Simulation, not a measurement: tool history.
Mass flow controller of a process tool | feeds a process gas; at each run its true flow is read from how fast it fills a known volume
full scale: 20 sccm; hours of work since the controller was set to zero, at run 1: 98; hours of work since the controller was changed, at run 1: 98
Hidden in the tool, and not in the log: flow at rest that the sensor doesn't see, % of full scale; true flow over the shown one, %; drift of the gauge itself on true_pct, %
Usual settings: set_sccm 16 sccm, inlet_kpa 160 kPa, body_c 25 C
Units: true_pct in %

run    hour  set_sccm  inlet_kpa  body_c  hours of work since the controller was set to zero  hours of work since the controller was changed  true_pct
  1       0        16        160      25                                                  98                                              98     99.05
  2      88        16        160      25                                                 146                                             146     99.15
  3   197.4        16        160      25                                                 205                                             205      99.2
  4   256.7        16        160      30                                                 237                                             237      99.3
  5     367         3        160      25                                                 297                                             297     96.96
  6   489.6        16        160      26                                                 364                                             364     99.31
  7   617.1        16        160      21                                                 433                                             433     98.94
  8   718.6        16        160      21                                                 489                                             489     99.04
  9   842.2        16        142      25                                                 556                                             556     99.18
 10   948.9        16        160      33                                                 614                                             614     99.65
 11    1041        16        160      33                                                 664                                             664     99.64
 12  1132.6        16        160      33                                                 714                                             714     99.67
 13  1263.2        16        160      25                                                 785                                             785      99.3
     1276.3  -- controller's zero set anew
 14  1385.6        16        160      25                                                  59                                             851     99.35
 15  1464.4        16        160      25                                                 102                                             894     99.25
 16  1594.6        16        160      25                                                 173                                             965     99.33
 17    1656        16        160      25                                                 207                                             998     99.32
     1744.5  -- controller's zero set anew, once more
 18  1766.3        16        160      25                                                  12                                            1058     99.56
 19  1853.6         3        160      25                                                  59                                            1106     97.24
 20  1914.7         3        160      25                                                  93                                            1139      97.2
 21  1987.9         3        160      25                                                 132                                            1179     97.07
 22  2112.7         3        160      25                                                 200                                            1247     97.22
 23  2181.4         3        160      25                                                 238                                            1284     97.38
 24  2277.7         3        160      25                                                 290                                            1336     97.18
 25  2411.8         3        160      25                                                 363                                            1409      96.9
 26  2533.1         3        160      21                                                 429                                            1475     97.03
 27  2626.1         3        160      21                                                 480                                            1526     96.94
 28  2695.2        16        141      38                                                 517                                            1563    100.14
 29  2767.2         6        166      27                                                 556                                            1603     97.96
 30  2841.9         6        166      27                                                 597                                            1643     98.07
 31  2946.4        12        225      30                                                 654                                            1700      99.5
 32  3006.2        16        160      32                                                 686                                            1733     99.99
 33  3073.7         7        141      36                                                 723                                            1769     98.53
 34  3205.6        16        244      25                                                 795                                            1841    100.13
 35  3328.6        12        252      21                                                 862                                            1908      99.3
 36    3440        12        252      21                                                 922                                            1969     99.22
 37  3515.2        17        242      36                                                 963                                            2009    100.65
 38  3587.4         8        141      26                                                1003                                            2049     98.28
 39  3718.3         7        174      34                                                1074                                            2120     98.65
 40  3838.4         7        174      34                                                1139                                            2185     98.53
 41  3933.3         7        174      34                                                1191                                            2237     98.57
 42  3997.4         2        174      20                                                1226                                            2272     95.58
 43  4078.3         2        174      20                                                1270                                            2316     95.61
 44  4203.2         2        174      20                                                1337                                            2384     95.64
 45    4312         2        174      20                                                1397                                            2443     95.53
 46  4424.2         8        190      37                                                1458                                            2504     98.95
 47  4539.4         8        202      38                                                1520                                            2567     99.05
 48  4674.1        12        142      25                                                1594                                            2640     98.93

Hidden state at the last listed run before each entry between runs and at the first one after, where it differs:
Between runs 13 and 14: controller's zero set anew (hour 1276.3)
  flow at rest that the sensor doesn't see, % of full scale: -0.109 -> -0.157; true flow over the shown one, %: 0.21 -> 0.24
  measured less the result without the state, true_pct: +0.07 -> +0.04 %
Between runs 17 and 18: controller's zero set anew, once more (hour 1744.5)
  flow at rest that the sensor doesn't see, % of full scale: -0.178 -> -0.049; true flow over the shown one, %: 0.3 -> 0.33
  measured less the result without the state, true_pct: +0.08 -> +0.26 %
